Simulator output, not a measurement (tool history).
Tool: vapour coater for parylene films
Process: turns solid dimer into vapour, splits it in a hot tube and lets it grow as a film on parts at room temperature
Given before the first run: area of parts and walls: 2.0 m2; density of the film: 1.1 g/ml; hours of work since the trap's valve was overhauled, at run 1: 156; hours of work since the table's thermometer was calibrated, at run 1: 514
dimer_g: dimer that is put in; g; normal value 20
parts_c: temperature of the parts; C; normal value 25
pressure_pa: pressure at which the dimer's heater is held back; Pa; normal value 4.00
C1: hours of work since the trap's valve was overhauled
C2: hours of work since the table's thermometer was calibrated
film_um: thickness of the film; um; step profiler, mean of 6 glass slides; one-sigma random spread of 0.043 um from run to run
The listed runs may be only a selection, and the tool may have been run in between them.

{"run": 1, "hour": 0.0, "dimer_g": 20, "parts_c": 25, "pressure_pa": 4.0, "C1": 156, "C2": 514, "film_um": 4.57}
{"run": 2, "hour": 38.5, "dimer_g": 20, "parts_c": 25, "pressure_pa": 5.01, "C1": 175, "C2": 533, "film_um": 4.42}
{"run": 3, "hour": 58.5, "dimer_g": 20, "parts_c": 25, "pressure_pa": 5.01, "C1": 186, "C2": 543, "film_um": 4.51}
{"run": 4, "hour": 93.9, "dimer_g": 20, "parts_c": 18, "pressure_pa": 4.0, "C1": 203, "C2": 561, "film_um": 5.94}
{"run": 5, "hour": 131.8, "dimer_g": 20, "parts_c": 18, "pressure_pa": 4.0, "C1": 222, "C2": 580, "film_um": 5.86}
{"run": 6, "hour": 177.3, "dimer_g": 20, "parts_c": 18, "pressure_pa": 4.0, "C1": 245, "C2": 603, "film_um": 5.95}
{"run": 7, "hour": 224.6, "dimer_g": 20, "parts_c": 18, "pressure_pa": 4.0, "C1": 269, "C2": 627, "film_um": 5.89}
{"run": 8, "hour": 268.9, "dimer_g": 20, "parts_c": 18, "pressure_pa": 4.0, "C1": 291, "C2": 649, "film_um": 5.82}
{"run": 9, "hour": 296.4, "dimer_g": 20, "parts_c": 18, "pressure_pa": 4.0, "C1": 305, "C2": 663, "film_um": 5.82}
{"run": 10, "hour": 336.4, "dimer_g": 20, "parts_c": 18, "pressure_pa": 4.0, "C1": 325, "C2": 683, "film_um": 5.76}
{"run": 11, "hour": 377.0, "dimer_g": 20, "parts_c": 18, "pressure_pa": 4.0, "C1": 346, "C2": 703, "film_um": 5.88}
{"run": 12, "hour": 421.7, "dimer_g": 20, "parts_c": 25, "pressure_pa": 4.0, "C1": 368, "C2": 726, "film_um": 4.47}
{"run": 13, "hour": 444.8, "dimer_g": 20, "parts_c": 25, "pressure_pa": 4.0, "C1": 380, "C2": 738, "film_um": 4.28}
{"run": 14, "hour": 487.1, "dimer_g": 20, "parts_c": 25, "pressure_pa": 4.0, "C1": 401, "C2": 759, "film_um": 4.36}
{"run": 15, "hour": 534.4, "dimer_g": 20, "parts_c": 25, "pressure_pa": 11.72, "C1": 425, "C2": 783, "film_um": 3.97}
{"run": 16, "hour": 558.0, "dimer_g": 20, "parts_c": 25, "pressure_pa": 4.0, "C1": 437, "C2": 794, "film_um": 4.37}
{"run": 17, "hour": 579.0, "dimer_g": 20, "parts_c": 25, "pressure_pa": 4.0, "C1": 447, "C2": 805, "film_um": 4.37}
{"run": 18, "hour": 621.8, "dimer_g": 20, "parts_c": 25, "pressure_pa": 6.08, "C1": 469, "C2": 826, "film_um": 4.12}
{"run": 19, "hour": 643.2, "dimer_g": 20, "parts_c": 25, "pressure_pa": 6.08, "C1": 479, "C2": 837, "film_um": 4.11}
{"run": 20, "hour": 681.3, "dimer_g": 20, "parts_c": 25, "pressure_pa": 6.08, "C1": 498, "C2": 856, "film_um": 4.12}
{"run": 21, "hour": 706.5, "dimer_g": 20, "parts_c": 25, "pressure_pa": 4.0, "C1": 511, "C2": 869, "film_um": 4.26}
{"run": 22, "hour": 733.5, "dimer_g": 10, "parts_c": 37, "pressure_pa": 5.43, "C1": 525, "C2": 883, "film_um": 1.3}
{"run": 23, "hour": 756.5, "dimer_g": 23, "parts_c": 25, "pressure_pa": 5.74, "C1": 536, "C2": 894, "film_um": 4.68}

For run 24, what comes out?
{"run": 24, "hour": 781.2, "dimer_g": 12, "parts_c": 33, "pressure_pa": 4.0, "C1": 549, "C2": 907, "film_um": "?"}

film_um: 1.84 um
Without the tool's hidden state the same run would have given film_um 2.06 um.

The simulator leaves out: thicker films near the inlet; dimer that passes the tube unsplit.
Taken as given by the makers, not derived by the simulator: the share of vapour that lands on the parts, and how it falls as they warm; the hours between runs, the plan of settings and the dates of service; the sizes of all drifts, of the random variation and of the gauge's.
